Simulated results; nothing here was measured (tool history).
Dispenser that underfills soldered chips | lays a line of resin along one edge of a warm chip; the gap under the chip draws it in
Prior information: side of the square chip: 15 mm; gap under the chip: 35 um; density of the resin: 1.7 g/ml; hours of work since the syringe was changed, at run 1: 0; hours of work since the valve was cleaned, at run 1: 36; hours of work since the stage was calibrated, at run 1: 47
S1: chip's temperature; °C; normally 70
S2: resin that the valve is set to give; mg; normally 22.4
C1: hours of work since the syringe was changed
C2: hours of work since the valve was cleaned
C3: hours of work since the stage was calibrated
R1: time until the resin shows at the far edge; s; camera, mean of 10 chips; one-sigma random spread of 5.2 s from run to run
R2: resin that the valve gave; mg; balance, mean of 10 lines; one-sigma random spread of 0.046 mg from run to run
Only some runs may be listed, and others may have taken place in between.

Run 1, hour 0: usual settings; C1 0; C2 36; C3 47. Result: R1 534.7 s, R2 21.9 mg.
Run 2, hour 2.7: usual settings; C1 2; C2 37; C3 49. Result: R1 614.8 s, R2 21.96 mg.
Run 3, hour 9: usual settings; C1 6; C2 41; C3 53. Result: R1 853.6 s, R2 21.99 mg.
At hour 10.2: new syringe of resin.
Run 4, hour 12.5: usual settings but S2 22.8 mg; C1 1; C2 43; C3 55. Result: R1 587.8 s, R2 22.24 mg.
Run 5, hour 16: usual settings but S2 22.8 mg; C1 4; C2 45; C3 57. Result: R1 710.3 s, R2 22.35 mg.
Run 6, hour 19.9: usual settings but S1 81 °C, S2 22.8 mg; C1 6; C2 48; C3 59. Result: R1 508.6 s, R2 22.24 mg.
At hour 20.8: new syringe of resin.
Run 7, hour 24.2: usual settings but S1 81 °C, S2 20.7 mg; C1 2; C2 50; C3 62. Result: R1 368.3 s, R2 20.24 mg.
Run 8, hour 29.9: usual settings but S1 81 °C, S2 20.7 mg; C1 6; C2 54; C3 65. Result: R1 490.3 s, R2 20.09 mg.
At hour 31.2: new syringe of resin.
Run 9, hour 35: usual settings; C1 2; C2 56; C3 68. Result: R1 643.9 s, R2 21.8 mg.
Run 10, hour 40.2: usual settings; C1 5; C2 60; C3 71. Result: R1 835.6 s, R2 21.75 mg.
At hour 41.7: new syringe of resin.
Run 11, hour 46.9: usual settings; C1 3; C2 64; C3 75. Result: R1 687.7 s, R2 21.74 mg.
At hour 52.6: new syringe of resin.
Run 12, hour 53.6: usual settings; C1 1; C2 67; C3 79. Result: R1 558.4 s, R2 21.79 mg.
Run 13, hour 56.4: usual settings; C1 2; C2 69; C3 81. Result: R1 639.2 s, R2 21.63 mg.
Run 14, hour 60.9: usual settings; C1 5; C2 72; C3 83. Result: R1 820.6 s, R2 21.61 mg.
At hour 63.1: new syringe of resin.
Run 15, hour 65.7: usual settings; C1 2; C2 75; C3 86. Result: R1 598 s, R2 21.58 mg.
Run 16, hour 70.2: usual settings; C1 4; C2 77; C3 89. Result: R1 732.8 s, R2 21.69 mg.
At hour 73.5: new syringe of resin.
Run 17, hour 73.7: usual settings; C1 0; C2 79; C3 91. Result: R1 526.5 s, R2 21.58 mg.
Run 18, hour 77.6: usual settings; C1 2; C2 82; C3 93. Result: R1 632.6 s, R2 21.51 mg.
At hour 84: new syringe of resin.
Run 19, hour 84: usual settings but S1 78 °C, S2 22.9 mg; C1 0; C2 85; C3 97. Result: R1 356.9 s, R2 21.96 mg.
Run 20, hour 88: usual settings but S1 61 °C, S2 19.1 mg; C1 2; C2 88; C3 99. Result: R1 1036.6 s, R2 18.31 mg.
Run 21, hour 91: usual settings but S1 57 °C, S2 27.4 mg; C1 4; C2 90; C3 101. Result: R1 1464.1 s, R2 26.16 mg.
At hour 94.8: new syringe of resin.
Run 22, hour 95.8: usual settings but S1 56 °C, S2 21.7 mg; C1 1; C2 92; C3 104. Result: R1 1102.5 s, R2 20.74 mg.
Run 23, hour 100.1: usual settings but S1 62 °C, S2 20.1 mg; C1 3; C2 95; C3 106. Result: R1 1043.7 s, R2 19.19 mg.
Run 24, hour 104.1: usual settings but S1 58 °C, S2 26.2 mg; C1 6; C2 97; C3 109. Result: R1 1576.6 s, R2 25.01 mg.
At hour 105.6: new syringe of resin.
At hour 111.9: dispensing valve cleaned and set on the balance.
Run 25, hour 111.9: usual settings but S1 58 °C, S2 26.2 mg; C1 3; C2 0; C3 113. Result: R1 1251.1 s, R2 26.1 mg.
Run 26, hour 115.3: usual settings but S1 58 °C, S2 26.2 mg; C1 5; C2 2; C3 115. Result: R1 1494.4 s, R2 26.16 mg.
At hour 117.4: new syringe of resin.
Run 27, hour 121.5: usual settings but S1 78 °C; C1 2; C2 6; C3 118. Result: R1 437.2 s, R2 22.35 mg.
At hour 128.1: new syringe of resin.
Run 28, hour 128.1: usual settings but S2 26 mg; C1 0; C2 10; C3 122. Result: R1 523 s, R2 25.86 mg.
Run 29, hour 132.4: usual settings but S2 26 mg; C1 3; C2 12; C3 125. Result: R1 635.5 s, R2 25.82 mg.
Run 30, hour 136.4: usual settings but S2 26 mg; C1 5; C2 15; C3 127. Result: R1 784.8 s, R2 25.78 mg.
At hour 138.7: new syringe of resin.
Run 31, hour 140.3: usual settings but S1 60 °C, S2 23.9 mg; C1 1; C2 17; C3 129. Result: R1 934.7 s, R2 23.71 mg.
Run 32, hour 145.8: usual settings but S1 60 °C, S2 23.9 mg; C1 4; C2 20; C3 133. Result: R1 1245.3 s, R2 23.71 mg.
At hour 149.2: new syringe of resin.
Run 33, hour 152.4: usual settings but S1 66 °C, S2 26.4 mg; C1 2; C2 24; C3 137. Result: R1 759.3 s, R2 26.13 mg.
Run 34, hour 155.2: usual settings but S1 66 °C; C1 4; C2 26; C3 138. Result: R1 879.2 s, R2 22.26 mg.
At hour 159.7: new syringe of resin.
Run 35, hour 159.7: usual settings but S1 72 °C, S2 27.6 mg; C1 0; C2 28; C3 141. Result: R1 471.3 s, R2 27.25 mg.
Run 36, hour 162.7: usual settings but S1 81 °C, S2 20 mg; C1 2; C2 30; C3 143. Result: R1 357.6 s, R2 19.75 mg.

What if the next run were any one of these 4? Each begins from the tool's condition after run 36:
Run A, hour 168.3: usual settings but S1 77 °C; C1 5; C2 33; C3 146. Result: R1 ?, R2 ?.
Run B, hour 168.3: usual settings but S1 65 °C; C1 5; C2 33; C3 146. Result: R1 ?, R2 ?.
Run C, hour 168.3: usual settings but S1 81 °C, S2 25.6 mg; C1 5; C2 33; C3 146. Result: R1 ?, R2 ?.
Run D, hour 168.3: usual settings but S1 81 °C, S2 22.6 mg; C1 5; C2 33; C3 146. Result: R1 ?, R2 ?.

run      R1     R2
  A   576.8  22.12
  B  1064.3  22.22
  C   475.9  25.12
  D   478.9  22.19
The same runs, with their run-to-run variation unchanged, on a tool lacking any hidden condition would have given:
run     R1     R2
  A  365.2  22.47
  B  673.6  22.57
  C  301.6  25.52
  D  303.2  22.54
